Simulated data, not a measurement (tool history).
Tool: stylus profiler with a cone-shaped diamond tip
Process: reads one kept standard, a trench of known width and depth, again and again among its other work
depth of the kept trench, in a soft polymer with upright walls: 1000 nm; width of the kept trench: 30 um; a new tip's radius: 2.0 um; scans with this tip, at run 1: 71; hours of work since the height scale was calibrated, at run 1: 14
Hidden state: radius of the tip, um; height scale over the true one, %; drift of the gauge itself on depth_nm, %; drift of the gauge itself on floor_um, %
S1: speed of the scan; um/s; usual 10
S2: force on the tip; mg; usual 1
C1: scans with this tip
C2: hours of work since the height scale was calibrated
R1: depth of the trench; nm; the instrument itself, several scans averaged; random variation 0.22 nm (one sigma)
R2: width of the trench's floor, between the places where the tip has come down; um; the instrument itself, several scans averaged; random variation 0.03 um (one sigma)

run	hour	S1	S2	C1	C2	R1	R2
1	0	10	1	71	14	1006.23	26.42
2	13	10	1	119	23	1006.38	26.42
3	22.7	10	1	154	30	1006.29	26.47
4	33.3	10	1	193	37	1006.17	26.44
5	42.4	15	1	226	44	1005.77	26.37
6	55.1	15	1	272	53	1006.12	26.38
7	66.9	6	1	316	61	1006.48	26.41
8	82.2	6	1	371	72	1006.15	26.5
9	92.3	6	1	409	79	1005.94	26.55
10	104.1	6	1	451	87	1006.38	26.49
11	117.8	9	1	501	97	1006.37	26.37
12	124.4	6	1	525	102	1006.35	26.46
13	136.2	9	1	568	110	1006.35	26.46
14	145.5	9	1	603	117	1006.46	26.46
15	155.5	8	1	639	124	1006.63	26.45
16	169.2	8	1	689	133	1006.47	26.45
17	179.3	5	1	726	140	1006.12	26.43
18	190.3	5	1	766	148	1006.6	26.47
19	196.5	5	1	788	153	1006.55	26.52
20	209.2	5	1	835	162	1006.15	26.51
21	224	10	1	889	172	1006.37	26.46
22	237.3	10	1	938	181	1006.54	26.47
23	248.8	10	1	980	189	1006.3	26.48
24	260.4	10	1	1022	198	1006.28	26.46
25	270.6	28	0.49	1059	205	1004.32	26.11
26	281	10	0.97	1097	212	1005.91	26.41
27	290.6	10	0.97	1132	219	1006	26.47
28	301.7	14	0.42	1173	227	1003.48	26.34
29	315.2	14	0.42	1222	236	1003.4	26.4
30	321.5	37	1.98	1245	241	1010.29	26.28
31	328.4	6	1.28	1270	246	1007.31	26.48
32	339.9	27	0.37	1312	254	1002.92	26.12
33	349.9	19	0.37	1348	261	1003.46	26.23
34	363.4	28	0.37	1398	270	1003.33	26.07
35	373	28	0.37	1433	277	1003.4	26.1
36	384.9	18	0.89	1476	286	1005.78	26.34
37	398.4	18	0.89	1525	295	1005.74	26.44
38	411.5	18	0.89	1573	304	1005.48	26.37
39	424.2	15	1.49	1620	313	1008.6	26.46
40	438.6	15	1.49	1672	323	1008.19	26.45
41	446.1	15	1.49	1700	329	1008.49	26.44
42	453	4	1.77	1725	334	1009.64	26.52
43	462	4	1.77	1758	340	1009.38	26.53
44	474.9	4	1.77	1805	349	1009.08	26.51
45	484.6	4	1.77	1840	356	1009.07	26.57

5 ways to go on from here, each from the tool as it stands after run 45. What would each give?
A	495.8	13	2.09	1881	364	?	?
B	495.8	31	1.3	1881	364	?	?
C	495.8	22	1.77	1881	364	?	?
D	495.8	4	0.73	1881	364	?	?
E	495.8	3	2.67	1881	364	?	?

run	R1	R2
A	1010.07	26.4
B	1007.2	26.32
C	1009.05	26.42
D	1004.69	26.5
E	1012.07	26.52
Without the tool's hidden state the same runs would have given:
run	R1	R2
A	1010.07	26.4
B	1007.19	26.32
C	1009.04	26.42
D	1004.68	26.5
E	1012.06	26.52

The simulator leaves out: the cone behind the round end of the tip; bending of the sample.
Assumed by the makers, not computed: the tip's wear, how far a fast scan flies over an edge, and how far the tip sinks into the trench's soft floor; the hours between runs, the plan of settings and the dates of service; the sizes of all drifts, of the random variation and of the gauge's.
